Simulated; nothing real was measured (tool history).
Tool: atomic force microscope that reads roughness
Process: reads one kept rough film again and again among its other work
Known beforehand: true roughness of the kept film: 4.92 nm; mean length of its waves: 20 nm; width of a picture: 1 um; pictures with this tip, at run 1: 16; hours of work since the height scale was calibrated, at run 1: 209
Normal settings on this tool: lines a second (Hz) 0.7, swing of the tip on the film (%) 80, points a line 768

| run | day | lines a second (Hz) | swing of the tip on the film (%) | points a line | pictures with this tip | hours of work since the height scale was calibrated | roughness of the kept film (nm (root mean square)) |
|---|---|---|---|---|---|---|---|
| 1 | 0 | 0.7 | 80 | 768 | 16 | 209 | 3.1 |
|  | 1.275 | new tip fitted |
| 2 | 2.333 | 0.55 | 80 | 768 | 48 | 243 | 2.808 |
|  | 2.971 | new tip fitted |
| 3 | 3.883 | 0.55 | 80 | 768 | 41 | 266 | 2.825 |
|  | 4.762 | new tip fitted |
| 4 | 5.329 | 0.55 | 80 | 768 | 25 | 287 | 2.987 |
|  | 6.5 | new tip fitted |
| 5 | 7.742 | 0.55 | 80 | 768 | 55 | 322 | 2.6 |
|  | 8.254 | new tip fitted |
| 6 | 9.054 | 0.7 | 71 | 768 | 35 | 342 | 2.915 |
|  | 10.042 | new tip fitted |
| 7 | 11.308 | 0.7 | 71 | 768 | 56 | 375 | 2.616 |
|  | 11.675 | new tip fitted |
|  | 13.433 | new tip fitted |
| 8 | 13.792 | 0.7 | 71 | 768 | 16 | 411 | 3.208 |
| 9 | 15.033 | 0.7 | 71 | 768 | 71 | 430 | 2.482 |
|  | 15.183 | new tip fitted |
|  | 16.871 | new tip fitted |
| 10 | 17.15 | 0.7 | 71 | 768 | 12 | 460 | 3.112 |
|  | 18.529 | new tip fitted |
| 11 | 19.371 | 0.7 | 80 | 768 | 38 | 493 | 2.797 |
|  | 20.229 | new tip fitted |
| 12 | 21.446 | 0.7 | 80 | 768 | 54 | 524 | 2.618 |
|  | 21.983 | new tip fitted |
| 13 | 23.525 | 0.7 | 80 | 768 | 69 | 554 | 2.485 |
|  | 23.679 | new tip fitted |
| 14 | 25.012 | 0.7 | 80 | 768 | 60 | 576 | 2.538 |
|  | 25.383 | new tip fitted |
| 15 | 26.533 | 0.7 | 80 | 768 | 51 | 598 | 2.663 |
|  | 27.004 | new tip fitted |
| 16 | 27.796 | 1.064 | 80 | 416 | 35 | 617 | 2.781 |
|  | 28.788 | new tip fitted |
| 17 | 29.475 | 1.064 | 80 | 416 | 30 | 641 | 2.795 |
|  | 30.512 | new tip fitted |
| 18 | 31.412 | 0.669 | 60 | 365 | 40 | 670 | 2.842 |
|  | 32.317 | new tip fitted |
| 19 | 33.283 | 1.131 | 58 | 638 | 43 | 697 | 2.877 |
|  | 33.996 | new tip fitted |
| 20 | 35.571 | 1.131 | 58 | 638 | 71 | 731 | 2.537 |
|  | 35.7 | new tip fitted |
|  | 37.55 | new tip fitted |
| 21 | 37.967 | 1.011 | 80 | 323 | 19 | 766 | 2.99 |
|  | 39.158 | new tip fitted |
| 22 | 40.138 | 1.011 | 80 | 323 | 44 | 798 | 2.633 |
|  | 40.788 | new tip fitted |
| 23 | 41.729 | 0.569 | 80 | 768 | 42 | 821 | 2.694 |
|  | 42.558 | new tip fitted |
| 24 | 43.667 | 0.569 | 80 | 768 | 50 | 850 | 2.655 |

Predict each of these 5 candidate next runs independently; none follows another, all start after run 24:
|  | 44.258 | new tip fitted |
|  | 45.942 | new tip fitted |
| A | 46.021 | 1.244 | 61 | 601 | 4 | 884 | ? |
|  | 44.258 | new tip fitted |
|  | 45.942 | new tip fitted |
| B | 46.021 | 0.569 | 80 | 522 | 4 | 884 | ? |
|  | 44.258 | new tip fitted |
|  | 45.942 | new tip fitted |
| C | 46.021 | 0.569 | 66 | 260 | 4 | 884 | ? |
|  | 44.258 | new tip fitted |
|  | 45.942 | new tip fitted |
| D | 46.021 | 0.7 | 57 | 795 | 4 | 884 | ? |
|  | 44.258 | new tip fitted |
|  | 45.942 | new tip fitted |
| E | 46.021 | 0.7 | 82 | 768 | 4 | 884 | ? |

| run | roughness of the kept film (nm (root mean square)) |
|---|---|
| A | 3.372 |
| B | 3.293 |
| C | 3.317 |
| D | 3.425 |
| E | 3.3 |
Without the tool's hidden state the same runs would have given:
| run | roughness of the kept film (nm (root mean square)) |
|---|---|
| A | 3.529 |
| B | 3.446 |
| C | 3.471 |
| D | 3.585 |
| E | 3.454 |
